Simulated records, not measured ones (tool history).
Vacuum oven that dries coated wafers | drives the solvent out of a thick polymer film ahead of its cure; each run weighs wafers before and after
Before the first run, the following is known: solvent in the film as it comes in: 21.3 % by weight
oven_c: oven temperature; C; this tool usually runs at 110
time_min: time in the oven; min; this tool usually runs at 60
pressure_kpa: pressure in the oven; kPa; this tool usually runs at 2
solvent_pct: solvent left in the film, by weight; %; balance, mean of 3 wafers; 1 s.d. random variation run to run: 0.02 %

run 1 hour=0 | oven_c=110 time_min=60 pressure_kpa=2 | solvent_pct=2.06
run 2 hour=95.7 | oven_c=110 time_min=52 pressure_kpa=2 | solvent_pct=2.56
run 3 hour=175 | oven_c=110 time_min=52 pressure_kpa=2 | solvent_pct=2.53
run 4 hour=255.3 | oven_c=110 time_min=45 pressure_kpa=2 | solvent_pct=3.13
run 5 hour=345.3 | oven_c=110 time_min=60 pressure_kpa=1.72 | solvent_pct=1.91
run 6 hour=428.1 | oven_c=117 time_min=60 pressure_kpa=2 | solvent_pct=1.06
run 7 hour=518.9 | oven_c=117 time_min=60 pressure_kpa=2 | solvent_pct=1.05
run 8 hour=615.3 | oven_c=110 time_min=35 pressure_kpa=1.66 | solvent_pct=4.2
run 9 hour=665.5 | oven_c=110 time_min=35 pressure_kpa=1.66 | solvent_pct=4.16
run 10 hour=766.9 | oven_c=115 time_min=35 pressure_kpa=1.59 | solvent_pct=2.58
run 11 hour=828.5 | oven_c=115 time_min=62 pressure_kpa=3.52 | solvent_pct=1.88
run 12 hour=909.1 | oven_c=110 time_min=71 pressure_kpa=2 | solvent_pct=1.67
run 13 hour=1008.4 | oven_c=110 time_min=71 pressure_kpa=2 | solvent_pct=1.67
run 14 hour=1077.9 | oven_c=104 time_min=30 pressure_kpa=2 | solvent_pct=7.53

Not shown here: 2 entries made in the log between runs. Locate each between two listed runs and compare the hidden state at the listed run before it with the hidden state at the listed run after it:
Runs 4 to 5: oven's thermocouples calibrated (hour 286.3)
  true wafer temperature over the reading, C: 0.02 -> -0.01
Runs 12 to 13: vacuum gauge cleaned of residue and calibrated (hour 985.9)
  true wafer temperature over the reading, C: 0 -> 0.01; true pressure over the reading, kPa: 0.006 -> 0

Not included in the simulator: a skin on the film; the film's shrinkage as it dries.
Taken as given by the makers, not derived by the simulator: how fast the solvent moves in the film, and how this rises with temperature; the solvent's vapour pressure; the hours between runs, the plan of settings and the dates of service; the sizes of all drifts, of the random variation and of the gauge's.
